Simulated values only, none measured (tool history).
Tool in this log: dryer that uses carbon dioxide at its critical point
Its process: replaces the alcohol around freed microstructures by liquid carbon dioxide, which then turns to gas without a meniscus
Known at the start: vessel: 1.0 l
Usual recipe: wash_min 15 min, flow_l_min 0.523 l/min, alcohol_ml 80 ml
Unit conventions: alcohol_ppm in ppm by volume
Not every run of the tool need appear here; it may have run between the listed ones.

| run | day | wash_min | flow_l_min | alcohol_ml | alcohol_ppm |
|---|---|---|---|---|---|
| 1 | 0.000 | 15 | 0.523 | 80 | 204 |
| 2 | 0.492 | 15 | 0.523 | 80 | 212 |
| 3 | 0.912 | 15 | 0.523 | 80 | 208 |
| 4 | 1.533 | 15 | 0.523 | 80 | 210 |
| 5 | 2.283 | 15 | 0.626 | 80 | 159 |
| 6 | 2.692 | 15 | 0.523 | 80 | 225 |
| 7 | 3.583 | 15 | 0.523 | 30 | 179 |
|  | 4.058 | inlet filter changed |
| 8 | 4.208 | 15 | 0.523 | 30 | 156 |
| 9 | 4.742 | 11 | 0.523 | 30 | 288 |
| 10 | 5.379 | 13 | 0.523 | 30 | 211 |
| 11 | 6.142 | 15 | 0.523 | 34 | 174 |
| 12 | 6.750 | 9 | 0.872 | 33 | 184 |
| 13 | 7.217 | 10 | 0.651 | 33 | 248 |
| 14 | 8.029 | 10 | 0.651 | 106 | 458 |
| 15 | 8.867 | 10 | 0.887 | 59 | 197 |
| 16 | 9.696 | 10 | 0.887 | 59 | 206 |
| 17 | 10.154 | 12 | 0.338 | 40 | 1130 |
| 18 | 11.100 | 15 | 0.694 | 99 | 193 |
| 19 | 12.088 | 13 | 0.523 | 80 | 351 |
| 20 | 12.979 | 15 | 0.396 | 110 | 680 |
| 21 | 13.858 | 15 | 0.396 | 110 | 697 |
| 22 | 14.688 | 15 | 0.602 | 48 | 220 |

3 options for the next run, each taken on its own from the tool as it stands now. Forecast them:
| A | 15.383 | 15 | 0.523 | 25 | ? |
| B | 15.383 | 18 | 0.468 | 77 | ? |
| C | 15.383 | 15 | 0.458 | 21 | ? |

| run | alcohol_ppm |
|---|---|
| A | 222 |
| B | 251 |
| C | 262 |
Stripped of hidden state, with their random variation kept, the same runs would have yielded:
| run | alcohol_ppm |
|---|---|
| A | 8 |
| B | 31 |
| C | 41 |
